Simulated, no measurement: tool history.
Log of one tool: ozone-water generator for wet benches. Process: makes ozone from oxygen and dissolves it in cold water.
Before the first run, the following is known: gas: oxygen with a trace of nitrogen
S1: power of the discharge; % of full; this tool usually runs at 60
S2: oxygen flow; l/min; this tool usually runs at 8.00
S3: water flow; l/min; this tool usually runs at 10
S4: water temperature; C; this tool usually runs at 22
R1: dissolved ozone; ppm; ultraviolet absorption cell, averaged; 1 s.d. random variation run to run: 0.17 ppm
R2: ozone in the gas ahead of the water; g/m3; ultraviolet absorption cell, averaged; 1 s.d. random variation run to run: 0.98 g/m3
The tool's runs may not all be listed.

run    hour  S1     S2  S3  S4    R1     R2
  1     0.0  60   8.00  10  22  23.9  167.3
  2    54.0  60   8.00  10  22  23.6  168.6
  3   122.7  60  10.94  10  22  22.3  146.2
  4   159.5  60   8.00  10  22  23.8  169.1
  5   190.7  60   8.00  10  22  23.9  167.9
  6   245.0  60   8.00  10  22  24.0  166.8
  7   278.3  60   8.00  10  22  23.5  166.7
  8   340.8  60   8.00  10  22  23.5  166.3
  9   403.7  60   8.00  10  22  23.6  167.1
 10   468.9  60   5.20  10  22  25.0  203.4
 11   533.4  55   5.20  10  22  23.5  189.1
 12   579.8  60   8.00  10  15  27.5  166.7
 13   614.6  48   8.00  10  15  23.7  143.9
 14   681.5  60   8.00  10  17  26.1  166.8
 15   742.1  60   8.00  10  28  20.5  165.7
 16   813.9  60   8.00  10  22  23.8  167.8
 17   857.5  60   8.00   7  24  27.0  164.8
 18   889.7  60   8.00   7  24  26.8  165.0
 19   938.6  60   8.00   7  24  26.8  166.4
 20   988.5  65   6.02  10  22  25.9  197.5
 21  1049.4  65   6.02  10  22  26.0  194.9
 22  1087.6  65   6.02  10  22  25.8  199.2
 23  1146.6  66   5.22   8  25  28.2  213.0
 24  1197.9  66   5.22   8  25  28.7  213.4
 25  1231.8  74   8.01   9  29  24.2  189.6
 26  1288.0  74   8.01   9  29  24.1  190.6
 27  1327.2  60   8.00  14  22  18.7  164.3
 28  1388.8  60   8.00  14  22  18.7  165.4
 29  1455.6  64   5.74   6  28  29.5  199.2
 30  1519.3  77   8.00  10  28  24.0  193.7
 31  1562.7  60   8.00   6  15  36.2  167.5
 32  1620.0  60   8.00   6  15  36.5  165.3

Each row is a separate what-if for the run after 32, all from the same tool condition, not one after another. Results?
  A  1688.6  60  4.93  13  24   ?   ?
  B  1688.6  76  8.00  12  20   ?   ?
  C  1688.6  42  5.71   6  22   ?   ?

run    R1     R2
  A  19.8  203.1
  B  25.5  193.0
  C  26.2  151.3
Stripped of hidden state, with their random variation kept, the same runs would have yielded:
run    R1     R2
  A  20.4  206.1
  B  26.3  196.3
  C  26.8  152.9
